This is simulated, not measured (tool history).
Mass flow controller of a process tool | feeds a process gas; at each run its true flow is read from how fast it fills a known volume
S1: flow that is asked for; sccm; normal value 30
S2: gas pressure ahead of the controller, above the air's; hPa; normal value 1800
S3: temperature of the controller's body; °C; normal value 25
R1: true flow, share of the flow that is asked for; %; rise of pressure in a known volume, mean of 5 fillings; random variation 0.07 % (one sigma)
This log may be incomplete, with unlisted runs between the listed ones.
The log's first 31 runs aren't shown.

{"run": 32, "hour": 2823.8, "S1": 31, "S2": 2170, "S3": 26, "R1": 99.69}
{"run": 33, "hour": 2952.1, "S1": 9, "S2": 2170, "S3": 23, "R1": 97.8}
{"run": 34, "hour": 3026.5, "S1": 14, "S2": 2240, "S3": 33, "R1": 99.12}
{"run": 35, "hour": 3151.8, "S1": 42, "S2": 2690, "S3": 26, "R1": 100.29}
{"run": 36, "hour": 3274.4, "S1": 42, "S2": 2690, "S3": 26, "R1": 100.37}
{"run": 37, "hour": 3395.5, "S1": 42, "S2": 2690, "S3": 26, "R1": 100.34}
{"run": 38, "hour": 3463.9, "S1": 42, "S2": 2690, "S3": 26, "R1": 100.42}
{"run": 39, "hour": 3564.8, "S1": 42, "S2": 2690, "S3": 26, "R1": 100.36}
{"hour": 3598.5, "done": "gauge calibrated"}
{"run": 40, "hour": 3671.7, "S1": 33, "S2": 1800, "S3": 25, "R1": 98.94}
{"run": 41, "hour": 3735.8, "S1": 33, "S2": 1800, "S3": 25, "R1": 98.91}
{"run": 42, "hour": 3860.6, "S1": 33, "S2": 1800, "S3": 25, "R1": 98.91}
{"run": 43, "hour": 3945.4, "S1": 33, "S2": 1800, "S3": 25, "R1": 99.08}
{"run": 44, "hour": 4026.5, "S1": 30, "S2": 1420, "S3": 31, "R1": 99.24}
{"run": 45, "hour": 4105.7, "S1": 30, "S2": 1420, "S3": 31, "R1": 99.28}
{"run": 46, "hour": 4195.5, "S1": 8, "S2": 1800, "S3": 33, "R1": 97.99}
{"run": 47, "hour": 4320.1, "S1": 30, "S2": 2700, "S3": 39, "R1": 99.79}
{"run": 48, "hour": 4375.3, "S1": 13, "S2": 1860, "S3": 33, "R1": 98.33}

Predict each of these 4 candidate next runs independently; none follows another, all start after run 48:
{"run": "A", "hour": 4482.5, "S1": 29, "S2": 1800, "S3": 25, "R1": "?"}
{"run": "B", "hour": 4482.5, "S1": 11, "S2": 1630, "S3": 25, "R1": "?"}
{"run": "C", "hour": 4482.5, "S1": 16, "S2": 1800, "S3": 30, "R1": "?"}
{"run": "D", "hour": 4482.5, "S1": 5, "S2": 1890, "S3": 36, "R1": "?"}

run=A R1=98.86
run=B R1=97.56
run=C R1=98.45
run=D R1=97.97
Stripped of hidden state, with their random variation kept, the same runs would have yielded:
run=A R1=98.59
run=B R1=97.31
run=C R1=98.18
run=D R1=97.73
